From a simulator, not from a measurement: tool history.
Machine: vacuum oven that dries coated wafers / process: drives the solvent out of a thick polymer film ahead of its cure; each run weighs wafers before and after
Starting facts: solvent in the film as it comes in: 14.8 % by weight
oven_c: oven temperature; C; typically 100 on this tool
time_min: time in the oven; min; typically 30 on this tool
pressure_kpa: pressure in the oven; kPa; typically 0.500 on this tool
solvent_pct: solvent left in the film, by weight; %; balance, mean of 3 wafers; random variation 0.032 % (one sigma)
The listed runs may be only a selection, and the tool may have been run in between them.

run,hour,oven_c,time_min,pressure_kpa,solvent_pct
1,0.0,100,30,0.500,1.88
2,33.3,100,30,0.380,1.80
3,66.9,100,30,0.380,1.76
4,118.1,100,30,0.500,1.80
5,153.2,100,30,0.500,1.82
6,182.3,100,30,0.500,1.87
# hour 188.4: vacuum gauge cleaned of residue and calibrated
7,216.1,100,30,0.500,1.79
8,249.5,100,30,0.500,1.84
9,297.5,95,24,0.708,4.06
10,323.7,95,24,0.708,4.06
11,349.6,100,32,0.427,1.64
12,387.2,100,32,0.427,1.56
13,425.3,87,22,0.500,6.81
14,467.9,97,27,0.306,2.81
# hour 487.1: vacuum gauge cleaned of residue and calibrated, once more
15,515.1,100,17,0.603,3.87
16,559.9,94,20,1.040,5.20

Predict each of these 3 candidate next runs independently; none follows another, all start after run 16:
A,580.9,89,48,0.685,?
B,580.9,94,30,0.611,?
C,580.9,111,30,0.500,?

run,solvent_pct
A,2.88
B,3.31
C,0.28
The same runs, with their run-to-run variation unchanged, on a tool lacking any hidden condition would have given:
run,solvent_pct
A,3.12
B,3.55
C,0.32
